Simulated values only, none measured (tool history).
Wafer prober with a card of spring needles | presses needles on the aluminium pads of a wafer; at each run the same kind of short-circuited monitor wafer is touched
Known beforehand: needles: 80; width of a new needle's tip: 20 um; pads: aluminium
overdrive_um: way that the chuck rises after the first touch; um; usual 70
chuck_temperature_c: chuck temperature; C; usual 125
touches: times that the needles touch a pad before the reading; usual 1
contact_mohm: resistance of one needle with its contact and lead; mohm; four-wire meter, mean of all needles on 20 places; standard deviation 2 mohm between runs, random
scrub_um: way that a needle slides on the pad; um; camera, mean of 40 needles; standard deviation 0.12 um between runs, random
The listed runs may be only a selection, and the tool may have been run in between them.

Run 1, day 0.000: usual settings. Result: contact_mohm 262 mohm, scrub_um 10.19 um.
At day 0.125: tips cleaned on abrasive film.
At day 0.329: tips cleaned on abrasive film.
At day 0.533: tips cleaned on abrasive film.
At day 0.733: tips cleaned on abrasive film.
Run 2, day 0.833: usual settings but overdrive_um 74 um. Result: contact_mohm 271 mohm, scrub_um 10.59 um.
At day 0.917: tips cleaned on abrasive film.
At day 1.121: tips cleaned on abrasive film.
At day 1.321: tips cleaned on abrasive film.
At day 1.525: tips cleaned on abrasive film.
At day 1.729: tips cleaned on abrasive film.
At day 1.933: tips cleaned on abrasive film.
At day 2.138: tips cleaned on abrasive film.
At day 2.300: tips cleaned on abrasive film.
Run 3, day 2.446: usual settings but overdrive_um 74 um, touches 2. Result: contact_mohm 259 mohm, scrub_um 10.31 um.
At day 2.492: tips cleaned on abrasive film.
At day 2.696: tips cleaned on abrasive film.
At day 2.900: tips cleaned on abrasive film.
At day 3.104: tips cleaned on abrasive film.
At day 3.304: tips cleaned on abrasive film.
At day 3.471: tips cleaned on abrasive film.
Run 4, day 3.504: usual settings but overdrive_um 74 um, touches 2. Result: contact_mohm 230 mohm, scrub_um 10.36 um.
At day 3.667: tips cleaned on abrasive film.
At day 3.871: tips cleaned on abrasive film.
At day 4.075: tips cleaned on abrasive film.
At day 4.279: tips cleaned on abrasive film.
At day 4.483: tips cleaned on abrasive film.
At day 4.688: tips cleaned on abrasive film.
At day 4.892: tips cleaned on abrasive film.
At day 5.092: tips cleaned on abrasive film.
At day 5.258: tips cleaned on abrasive film.
Run 5, day 5.292: usual settings but overdrive_um 74 um, touches 2. Result: contact_mohm 232 mohm, scrub_um 9.81 um.
At day 5.454: tips cleaned on abrasive film.
At day 5.658: tips cleaned on abrasive film.
At day 5.862: tips cleaned on abrasive film.
At day 6.067: tips cleaned on abrasive film.
At day 6.271: tips cleaned on abrasive film.
At day 6.446: tips cleaned on abrasive film.
Run 6, day 6.446: usual settings but overdrive_um 74 um, touches 2. Result: contact_mohm 218 mohm, scrub_um 9.91 um.
At day 6.650: tips cleaned on abrasive film.
At day 6.854: tips cleaned on abrasive film.
At day 7.017: tips cleaned on abrasive film.
At day 7.221: tips cleaned on abrasive film.
At day 7.425: tips cleaned on abrasive film.
At day 7.467: tips cleaned on abrasive film, once more.
At day 7.671: tips cleaned on abrasive film.
At day 7.838: tips cleaned on abrasive film.
Run 7, day 7.862: usual settings but overdrive_um 74 um, touches 2. Result: contact_mohm 229 mohm, scrub_um 9.75 um.
At day 8.025: tips cleaned on abrasive film.
At day 8.229: tips cleaned on abrasive film.
At day 8.433: tips cleaned on abrasive film.
At day 8.638: tips cleaned on abrasive film.
At day 8.842: tips cleaned on abrasive film.
At day 9.046: tips cleaned on abrasive film.
At day 9.208: tips cleaned on abrasive film.
At day 9.412: tips cleaned on abrasive film.
Run 8, day 9.567: usual settings but overdrive_um 74 um, touches 2. Result: contact_mohm 276 mohm, scrub_um 9.62 um.
At day 9.612: tips cleaned on abrasive film.
At day 9.775: tips cleaned on abrasive film.
At day 9.979: tips cleaned on abrasive film.
At day 10.029: height of the first contact set anew.
At day 10.196: tips cleaned on abrasive film.
At day 10.400: tips cleaned on abrasive film.
At day 10.600: tips cleaned on abrasive film.
At day 10.804: tips cleaned on abrasive film.
Run 9, day 10.954: usual settings but overdrive_um 74 um, touches 2. Result: contact_mohm 260 mohm, scrub_um 11.15 um.
At day 11.000: tips cleaned on abrasive film.
At day 11.204: tips cleaned on abrasive film.
At day 11.367: tips cleaned on abrasive film.
At day 11.571: tips cleaned on abrasive film.
At day 11.775: tips cleaned on abrasive film.
At day 11.979: tips cleaned on abrasive film.
At day 12.142: tips cleaned on abrasive film.
At day 12.346: tips cleaned on abrasive film.
At day 12.546: tips cleaned on abrasive film.
Run 10, day 12.546: usual settings. Result: contact_mohm 232 mohm, scrub_um 10.60 um.
At day 12.750: tips cleaned on abrasive film.
At day 12.954: tips cleaned on abrasive film.
At day 13.117: tips cleaned on abrasive film.
At day 13.321: tips cleaned on abrasive film.
At day 13.525: tips cleaned on abrasive film.
At day 13.688: tips cleaned on abrasive film.
At day 13.892: tips cleaned on abrasive film.
Run 11, day 13.962: usual settings. Result: contact_mohm 280 mohm, scrub_um 10.49 um.
At day 14.088: tips cleaned on abrasive film.
At day 14.292: tips cleaned on abrasive film.
At day 14.496: tips cleaned on abrasive film.
At day 14.658: tips cleaned on abrasive film.
At day 14.862: tips cleaned on abrasive film.
At day 15.067: tips cleaned on abrasive film.
At day 15.229: tips cleaned on abrasive film.
At day 15.433: tips cleaned on abrasive film.
At day 15.600: tips cleaned on abrasive film.
Run 12, day 15.721: usual settings but chuck_temperature_c 33 C. Result: contact_mohm 293 mohm, scrub_um 10.32 um.
At day 15.767: tips cleaned on abrasive film.
At day 15.971: tips cleaned on abrasive film.
At day 16.175: tips cleaned on abrasive film.
At day 16.375: tips cleaned on abrasive film.
At day 16.579: tips cleaned on abrasive film.
At day 16.783: tips cleaned on abrasive film.
At day 16.988: tips cleaned on abrasive film.
At day 17.192: tips cleaned on abrasive film.
Run 13, day 17.196: usual settings but chuck_temperature_c 33 C. Result: contact_mohm 211 mohm, scrub_um 10.15 um.
At day 17.358: tips cleaned on abrasive film.
At day 17.562: tips cleaned on abrasive film.
At day 17.767: tips cleaned on abrasive film.
At day 17.967: tips cleaned on abrasive film.
At day 18.171: tips cleaned on abrasive film.
Run 14, day 18.317: usual settings but overdrive_um 74 um, chuck_temperature_c 77 C. Result: contact_mohm 301 mohm, scrub_um 10.52 um.
At day 18.362: tips cleaned on abrasive film.
At day 18.567: tips cleaned on abrasive film.
At day 18.729: tips cleaned on abrasive film.
At day 18.933: tips cleaned on abrasive film.
At day 19.104: tips cleaned on abrasive film.
Run 15, day 19.104: usual settings but touches 2. Result: contact_mohm 224 mohm, scrub_um 10.05 um.
At day 19.271: tips cleaned on abrasive film.
At day 19.475: tips cleaned on abrasive film.
At day 19.675: tips cleaned on abrasive film.
At day 19.879: tips cleaned on abrasive film.
At day 20.046: tips cleaned on abrasive film.
At day 20.238: tips cleaned on abrasive film.
Run 16, day 20.238: usual settings but overdrive_um 55 um, touches 2. Result: contact_mohm 238 mohm, scrub_um 7.48 um.
At day 20.442: tips cleaned on abrasive film.
At day 20.646: tips cleaned on abrasive film.
At day 20.850: tips cleaned on abrasive film.
At day 21.054: tips cleaned on abrasive film.
At day 21.217: tips cleaned on abrasive film.
At day 21.421: tips cleaned on abrasive film.
At day 21.625: tips cleaned on abrasive film.
Run 17, day 21.658: usual settings but overdrive_um 55 um, touches 2. Result: contact_mohm 259 mohm, scrub_um 7.58 um.
At day 21.821: tips cleaned on abrasive film.
At day 22.025: tips cleaned on abrasive film.
At day 22.188: tips cleaned on abrasive film.
At day 22.392: tips cleaned on abrasive film.
At day 22.596: tips cleaned on abrasive film.
At day 22.800: tips cleaned on abrasive film.
At day 23.004: tips cleaned on abrasive film.
Run 18, day 23.129: usual settings but overdrive_um 56 um, chuck_temperature_c 78 C. Result: contact_mohm 382 mohm, scrub_um 7.47 um.
At day 23.175: tips cleaned on abrasive film.
At day 23.379: tips cleaned on abrasive film.
At day 23.583: tips cleaned on abrasive film.
At day 23.788: tips cleaned on abrasive film.
At day 23.988: tips cleaned on abrasive film.
Run 19, day 24.079: usual settings but overdrive_um 66 um, chuck_temperature_c 32 C. Result: contact_mohm 308 mohm, scrub_um 8.94 um.
At day 24.162: tips cleaned on abrasive film.
At day 24.367: tips cleaned on abrasive film.
At day 24.529: tips cleaned on abrasive film.
At day 24.733: tips cleaned on abrasive film.
At day 24.938: tips cleaned on abrasive film.
At day 25.142: tips cleaned on abrasive film.
Run 20, day 25.238: usual settings but overdrive_um 60 um, chuck_temperature_c 46 C. Result: contact_mohm 349 mohm, scrub_um 8.19 um.
At day 25.321: tips cleaned on abrasive film.
At day 25.483: tips cleaned on abrasive film.
At day 25.688: tips cleaned on abrasive film.
At day 25.892: tips cleaned on abrasive film.
Run 21, day 26.025: usual settings but overdrive_um 89 um, chuck_temperature_c 33 C, touches 3. Result: contact_mohm 227 mohm, scrub_um 12.12 um.

Alternative continuations, all from the tool just after run 21; predict every row:
At day 26.071: tips cleaned on abrasive film.
At day 26.275: tips cleaned on abrasive film.
At day 26.479: tips cleaned on abrasive film.
At day 26.683: tips cleaned on abrasive film.
At day 26.850: tips cleaned on abrasive film.
Run A, day 26.850: usual settings but overdrive_um 89 um, chuck_temperature_c 33 C, touches 2. Result: contact_mohm ?, scrub_um ?.
At day 26.071: tips cleaned on abrasive film.
At day 26.275: tips cleaned on abrasive film.
At day 26.479: tips cleaned on abrasive film.
At day 26.683: tips cleaned on abrasive film.
At day 26.850: tips cleaned on abrasive film.
Run B, day 26.850: usual settings but overdrive_um 89 um, chuck_temperature_c 33 C. Result: contact_mohm ?, scrub_um ?.
At day 26.071: tips cleaned on abrasive film.
At day 26.275: tips cleaned on abrasive film.
At day 26.479: tips cleaned on abrasive film.
At day 26.683: tips cleaned on abrasive film.
At day 26.850: tips cleaned on abrasive film.
Run C, day 26.850: usual settings but overdrive_um 89 um, chuck_temperature_c 56 C, touches 3. Result: contact_mohm ?, scrub_um ?.
At day 26.071: tips cleaned on abrasive film.
At day 26.275: tips cleaned on abrasive film.
At day 26.479: tips cleaned on abrasive film.
At day 26.683: tips cleaned on abrasive film.
At day 26.850: tips cleaned on abrasive film.
Run D, day 26.850: usual settings but overdrive_um 52 um, chuck_temperature_c 27 C, touches 2. Result: contact_mohm ?, scrub_um ?.

run  contact_mohm  scrub_um
  A           200     12.23
  B           202     12.24
  C           203     12.40
  D           220      6.92
Stripped of hidden state, with their random variation kept, the same runs would have yielded:
run  contact_mohm  scrub_um
  A           192     13.55
  B           191     13.55
  C           196     13.72
  D           196      8.26

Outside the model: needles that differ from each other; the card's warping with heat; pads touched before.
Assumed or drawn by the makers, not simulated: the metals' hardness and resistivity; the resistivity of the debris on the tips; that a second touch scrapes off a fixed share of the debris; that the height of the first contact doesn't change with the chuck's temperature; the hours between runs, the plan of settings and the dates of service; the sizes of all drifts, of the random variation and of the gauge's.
